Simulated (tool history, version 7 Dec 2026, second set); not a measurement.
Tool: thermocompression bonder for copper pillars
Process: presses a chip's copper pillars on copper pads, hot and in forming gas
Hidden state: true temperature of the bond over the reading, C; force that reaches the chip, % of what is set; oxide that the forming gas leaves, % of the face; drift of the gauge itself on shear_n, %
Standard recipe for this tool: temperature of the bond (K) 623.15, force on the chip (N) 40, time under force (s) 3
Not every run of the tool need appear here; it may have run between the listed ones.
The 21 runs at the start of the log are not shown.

| run | hour | temperature of the bond (K) | force on the chip (N) | time under force (s) | hours of work since the heater was calibrated | hours of work since the force cell was calibrated | hours of work since the gas filter was changed | force that shears a chip off (N) |
|---|---|---|---|---|---|---|---|---|
| 22 | 1511.9 | 652.15 | 40 | 8 | 183 | 1128 | 226 | 82 |
| 23 | 1611.8 | 652.15 | 40 | 8 | 257 | 1202 | 300 | 80 |
|  | 1638.7 | heater calibrated with a thermocouple chip, once more |
| 24 | 1695 | 652.15 | 40 | 8 | 42 | 1262 | 360 | 75 |
| 25 | 1735 | 621.15 | 40 | 3 | 71 | 1291 | 390 | 45.9 |
| 26 | 1817.7 | 621.15 | 40 | 3 | 133 | 1353 | 451 | 44.3 |
| 27 | 1872.2 | 623.15 | 44 | 5 | 173 | 1393 | 492 | 56.6 |
|  | 1884.5 | forming gas filter changed |
| 28 | 1947 | 641.15 | 37 | 2 | 228 | 1448 | 46 | 45.3 |
| 29 | 1996.6 | 641.15 | 37 | 2 | 265 | 1485 | 83 | 44.7 |
| 30 | 2042.3 | 641.15 | 37 | 2 | 299 | 1519 | 117 | 45 |
| 31 | 2100 | 594.15 | 37 | 8 | 342 | 1562 | 160 | 52.6 |
|  | 2156.3 | force cell calibrated |
| 32 | 2156.3 | 623.15 | 48 | 2 | 382 | 0 | 200 | 46.5 |
| 33 | 2253.1 | 623.15 | 48 | 3 | 454 | 72 | 272 | 54 |
| 34 | 2342.6 | 623.15 | 48 | 6 | 521 | 138 | 339 | 67.7 |
| 35 | 2431 | 643.15 | 58 | 8 | 586 | 204 | 404 | 85.5 |
| 36 | 2478.6 | 639.15 | 44 | 4 | 621 | 239 | 439 | 61.1 |
| 37 | 2540.7 | 639.15 | 44 | 4 | 667 | 285 | 486 | 61 |
|  | 2560.4 | forming gas filter changed |
| 38 | 2632.5 | 645.15 | 34 | 6 | 735 | 353 | 53 | 69.1 |

Each row is a separate what-if for the run after 38, all from the same tool condition, not one after another. Results?
| A | 2711.7 | 639.15 | 46 | 5 | 794 | 412 | 112 | ? |
| B | 2711.7 | 623.15 | 38 | 3 | 794 | 412 | 112 | ? |
| C | 2711.7 | 617.15 | 40 | 3 | 794 | 412 | 112 | ? |
| D | 2711.7 | 623.15 | 26 | 3 | 794 | 412 | 112 | ? |
| E | 2711.7 | 645.15 | 34 | 3 | 794 | 412 | 112 | ? |

| run | force that shears a chip off (N) |
|---|---|
| A | 70.9 |
| B | 49.3 |
| C | 48.7 |
| D | 39.5 |
| E | 54.5 |
What these runs would have given with no unlogged condition in the tool:
| run | force that shears a chip off (N) |
|---|---|
| A | 71.2 |
| B | 49.2 |
| C | 48.5 |
| D | 39.4 |
| E | 54.6 |
